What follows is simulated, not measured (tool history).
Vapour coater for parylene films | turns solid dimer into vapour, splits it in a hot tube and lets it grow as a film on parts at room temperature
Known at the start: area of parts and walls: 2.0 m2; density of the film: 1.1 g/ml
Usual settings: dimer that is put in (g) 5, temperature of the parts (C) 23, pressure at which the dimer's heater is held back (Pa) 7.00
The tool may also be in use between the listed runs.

run   hour  dimer that is put in (g)  temperature of the parts (C)  pressure at which the dimer's heater is held back (Pa)  thickness of the film (nm)
  1    0.0                         5                            23                                                    7.00                        1453
  2    7.5                         5                            23                                                    7.00                        1460
  3   18.9                         5                            23                                                    7.00                        1459
  4   32.6                         5                            23                                                    7.00                        1458
  5   45.2                         5                            23                                                    7.00                        1461
  6   52.8                         5                            23                                                    7.00                        1462
  7   68.6                         5                            23                                                    7.00                        1454
  8   77.8                         5                            23                                                    7.00                        1451
  9   94.0                         5                            23                                                    7.00                        1462
 10  109.5                         5                            23                                                    7.00                        1454
 11  124.1                         5                            23                                                    7.00                        1457
 12  137.7                         5                            23                                                    7.00                        1470
 13  150.8                         6                            35                                                    3.70                        1434
 14  159.5                         6                            35                                                    3.70                        1416
 15  171.4                         3                            34                                                    9.85                         605
 16  187.6                         3                            34                                                    9.85                         604
 17  203.1                         3                            23                                                    7.54                         851
 18  212.0                         5                            23                                                    5.06                        1558
 19  224.8                         5                            25                                                    2.35                        1681
 20  238.8                         5                            25                                                    2.35                        1663
 21  248.4                         5                            25                                                    2.35                        1674
 22  261.6                         3                            23                                                    4.08                         964
 23  271.9                         5                            23                                                    7.00                        1461
 24  283.9                         5                            23                                                    7.00                        1450

4 ways to go on from here, each from the tool as it stands after run 24. What would each give?
  A  298.0                         4                            23                                                    7.00                           ?
  B  298.0                         7                            23                                                    6.03                           ?
  C  298.0                         7                            26                                                    7.00                           ?
  D  298.0                         5                            17                                                    4.19                           ?

run  thickness of the film (nm)
  A                        1169
  B                        2075
  C                        1878
  D                        1876
Without the tool's hidden state the same runs would have given:
run  thickness of the film (nm)
  A                        1170
  B                        2077
  C                        1880
  D                        1877

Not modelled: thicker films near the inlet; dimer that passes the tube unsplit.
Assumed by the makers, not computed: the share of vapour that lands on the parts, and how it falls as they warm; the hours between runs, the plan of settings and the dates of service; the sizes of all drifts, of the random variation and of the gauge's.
